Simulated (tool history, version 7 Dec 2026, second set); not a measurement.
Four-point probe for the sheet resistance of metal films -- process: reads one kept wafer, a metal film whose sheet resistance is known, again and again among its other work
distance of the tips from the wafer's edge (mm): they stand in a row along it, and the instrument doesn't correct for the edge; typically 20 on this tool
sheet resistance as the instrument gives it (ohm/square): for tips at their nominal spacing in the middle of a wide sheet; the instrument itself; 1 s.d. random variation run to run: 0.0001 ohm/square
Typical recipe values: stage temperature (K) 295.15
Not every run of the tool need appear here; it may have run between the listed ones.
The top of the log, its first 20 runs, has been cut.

run,hour,stage temperature (K),distance of the tips from the wafer's edge (mm),sheet resistance as the instrument gives it (ohm/square)
21,262.4,306.15,11,0.504087
22,275.9,297.15,14,0.499787
23,292.9,296.15,32,0.498474
24,306.2,296.15,32,0.498293
25,322.8,293.15,10,0.499342
26,332.3,293.15,9,0.499903
27,349.1,293.15,9,0.500071
28,364.9,292.15,15,0.497334
29,378.6,299.15,30,0.499305
30,391.5,299.15,30,0.499606
31,404.6,302.15,10,0.502934
32,418.9,302.15,4,0.516268
33,426.7,307.15,49,0.502288

5 ways to go on from here, each from the tool as it stands after run 33. What would each give?
A,440.2,307.15,13,?
B,440.2,298.15,30,?
C,440.2,294.15,49,?
D,440.2,298.15,6,?
E,440.2,292.15,40,?

run,sheet resistance as the instrument gives it (ohm/square)
A,0.503812
B,0.498751
C,0.497005
D,0.506081
E,0.496273
Without the tool's unlogged condition, the same runs would have read:
run,sheet resistance as the instrument gives it (ohm/square)
A,0.507149
B,0.502053
C,0.500294
D,0.509427
E,0.499556
